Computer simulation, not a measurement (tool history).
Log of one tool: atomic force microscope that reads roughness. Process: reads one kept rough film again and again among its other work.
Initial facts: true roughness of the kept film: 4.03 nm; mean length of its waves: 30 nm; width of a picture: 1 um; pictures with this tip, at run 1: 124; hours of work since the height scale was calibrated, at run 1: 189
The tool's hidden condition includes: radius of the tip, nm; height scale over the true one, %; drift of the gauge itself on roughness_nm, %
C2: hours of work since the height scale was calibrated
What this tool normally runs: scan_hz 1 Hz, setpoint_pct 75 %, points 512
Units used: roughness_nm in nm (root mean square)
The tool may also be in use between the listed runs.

Run 1, hour 0: usual settings; pictures with this tip 124; C2 189. Result: roughness_nm 3.212 nm (root mean square).
At hour 7.9: new tip fitted.
Run 2, hour 13.1: usual settings; pictures with this tip 13; C2 197. Result: roughness_nm 3.458 nm (root mean square).
Run 3, hour 20.5: usual settings; pictures with this tip 30; C2 203. Result: roughness_nm 3.419 nm (root mean square).
Run 4, hour 27.9: usual settings; pictures with this tip 48; C2 208. Result: roughness_nm 3.366 nm (root mean square).
Run 5, hour 44.8: usual settings; pictures with this tip 88; C2 219. Result: roughness_nm 3.288 nm (root mean square).
Run 6, hour 57.3: usual settings; pictures with this tip 118; C2 228. Result: roughness_nm 3.247 nm (root mean square).
At hour 67.7: new tip fitted.
Run 7, hour 74.5: usual settings; pictures with this tip 16; C2 240. Result: roughness_nm 3.454 nm (root mean square).
Run 8, hour 90.5: usual settings; pictures with this tip 54; C2 251. Result: roughness_nm 3.368 nm (root mean square).
Run 9, hour 107: usual settings; pictures with this tip 93; C2 262. Result: roughness_nm 3.299 nm (root mean square).
Run 10, hour 116.1: usual settings; pictures with this tip 115; C2 269. Result: roughness_nm 3.212 nm (root mean square).
Run 11, hour 125.1: usual settings; pictures with this tip 136; C2 275. Result: roughness_nm 3.156 nm (root mean square).
At hour 127.2: new tip fitted.
Run 12, hour 139: usual settings; pictures with this tip 28; C2 284. Result: roughness_nm 3.421 nm (root mean square).
Run 13, hour 152.7: usual settings; pictures with this tip 61; C2 294. Result: roughness_nm 3.341 nm (root mean square).
Run 14, hour 160.9: usual settings; pictures with this tip 80; C2 299. Result: roughness_nm 3.297 nm (root mean square).
Run 15, hour 172.7: usual settings; pictures with this tip 109; C2 307. Result: roughness_nm 3.239 nm (root mean square).
Run 16, hour 184.7: usual settings; pictures with this tip 137; C2 316. Result: roughness_nm 3.175 nm (root mean square).
At hour 186.2: new tip fitted.
Run 17, hour 192.8: usual settings; pictures with this tip 15; C2 321. Result: roughness_nm 3.452 nm (root mean square).
Run 18, hour 210: usual settings but points 671; pictures with this tip 56; C2 333. Result: roughness_nm 3.353 nm (root mean square).
Run 19, hour 224.6: usual settings but points 671; pictures with this tip 91; C2 343. Result: roughness_nm 3.272 nm (root mean square).
Run 20, hour 235.2: usual settings but points 660; pictures with this tip 116; C2 351. Result: roughness_nm 3.225 nm (root mean square).
At hour 245.8: new tip fitted.
Run 21, hour 253.6: usual settings but points 660; pictures with this tip 19; C2 363. Result: roughness_nm 3.43 nm (root mean square).
Run 22, hour 271.1: usual settings but scan_hz 1.51 Hz, setpoint_pct 65 %, points 258; pictures with this tip 60; C2 375. Result: roughness_nm 3.327 nm (root mean square).
Run 23, hour 288.6: usual settings but scan_hz 0.72 Hz, setpoint_pct 86 %; pictures with this tip 102; C2 387. Result: roughness_nm 3.209 nm (root mean square).
Run 24, hour 298.9: usual settings but scan_hz 0.93 Hz, setpoint_pct 87 %, points 715; pictures with this tip 127; C2 394. Result: roughness_nm 3.058 nm (root mean square).
At hour 305.3: new tip fitted.
Run 25, hour 309.5: usual settings but scan_hz 0.69 Hz, setpoint_pct 72 %, points 306; pictures with this tip 10; C2 401. Result: roughness_nm 3.518 nm (root mean square).
Run 26, hour 320.5: usual settings but setpoint_pct 84 %, points 586; pictures with this tip 36; C2 409. Result: roughness_nm 3.316 nm (root mean square).
Run 27, hour 328.9: usual settings but setpoint_pct 90 %, points 461; pictures with this tip 56; C2 415. Result: roughness_nm 3.15 nm (root mean square).
Run 28, hour 341.4: usual settings but setpoint_pct 90 %, points 461; pictures with this tip 86; C2 424. Result: roughness_nm 3.067 nm (root mean square).
Run 29, hour 350.4: usual settings but setpoint_pct 90 %, points 280; pictures with this tip 107; C2 430. Result: roughness_nm 3.035 nm (root mean square).
Run 30, hour 358: usual settings but scan_hz 2.04 Hz, setpoint_pct 77 %, points 458; pictures with this tip 125; C2 435. Result: roughness_nm 3.01 nm (root mean square).
At hour 364.7: new tip fitted.
Run 31, hour 371.3: usual settings but scan_hz 1.1 Hz, setpoint_pct 71 %, points 458; pictures with this tip 16; C2 444. Result: roughness_nm 3.472 nm (root mean square).
Run 32, hour 383.3: usual settings but scan_hz 1.1 Hz, setpoint_pct 74 %, points 542; pictures with this tip 44; C2 452. Result: roughness_nm 3.357 nm (root mean square).
Run 33, hour 393.5: usual settings but scan_hz 1.79 Hz, setpoint_pct 60 %; pictures with this tip 69; C2 459. Result: roughness_nm 3.36 nm (root mean square).
Run 34, hour 409.4: usual settings but scan_hz 1.79 Hz, setpoint_pct 60 %; pictures with this tip 107; C2 470. Result: roughness_nm 3.259 nm (root mean square).
At hour 423.8: new tip fitted.
Run 35, hour 424.6: usual settings but scan_hz 4 Hz, setpoint_pct 63 %, points 785; pictures with this tip 2; C2 481. Result: roughness_nm 3.31 nm (root mean square).
Run 36, hour 434.1: usual settings but scan_hz 3.94 Hz; pictures with this tip 24; C2 487. Result: roughness_nm 2.935 nm (root mean square).
Run 37, hour 442.8: usual settings but scan_hz 1.72 Hz, points 416; pictures with this tip 45; C2 493. Result: roughness_nm 3.252 nm (root mean square).
Run 38, hour 460: usual settings but scan_hz 1.72 Hz, points 416; pictures with this tip 86; C2 505. Result: roughness_nm 3.17 nm (root mean square).
Run 39, hour 473.8: usual settings but scan_hz 1.28 Hz, setpoint_pct 67 %, points 360; pictures with this tip 119; C2 515. Result: roughness_nm 3.261 nm (root mean square).
At hour 483.5: new tip fitted.
Run 40, hour 487: usual settings but scan_hz 2.01 Hz, points 376; pictures with this tip 8; C2 524. Result: roughness_nm 3.264 nm (root mean square).
Run 41, hour 500.8: usual settings but scan_hz 2.01 Hz, points 376; pictures with this tip 41; C2 533. Result: roughness_nm 3.205 nm (root mean square).
Run 42, hour 513.1: usual settings but setpoint_pct 62 %, points 545; pictures with this tip 70; C2 542. Result: roughness_nm 3.42 nm (root mean square).

How would selected steps in roughness_nm from run to run divide? Give the signed amount a tool lacking its hidden state would still show from settings, what came in and random variation, and the signed amount left for the hidden state, including any gauge scatter that is not in both of the compared results.
Run 16 -> 17: new tip fitted. roughness_nm +0.277 nm (root mean square): hidden state +0.28, all else -0.003.
Run 24 -> 25: scan_hz 0.93 -> 0.69, setpoint_pct 87 -> 72, points 715 -> 306, new tip fitted. roughness_nm +0.46 nm (root mean square): hidden state +0.257, all else +0.203.
Run 30 -> 31: scan_hz 2.04 -> 1.1, setpoint_pct 77 -> 71, new tip fitted. roughness_nm +0.462 nm (root mean square): hidden state +0.206, all else +0.256.
Run 35 -> 36: scan_hz 4 -> 3.94, setpoint_pct 63 -> 75, points 785 -> 512. roughness_nm -0.375 nm (root mean square): hidden state -0.041, all else -0.334.
Run 39 -> 40: scan_hz 1.28 -> 2.01, setpoint_pct 67 -> 75, points 360 -> 376, new tip fitted. roughness_nm +0.003 nm (root mean square): hidden state +0.264, all else -0.261.

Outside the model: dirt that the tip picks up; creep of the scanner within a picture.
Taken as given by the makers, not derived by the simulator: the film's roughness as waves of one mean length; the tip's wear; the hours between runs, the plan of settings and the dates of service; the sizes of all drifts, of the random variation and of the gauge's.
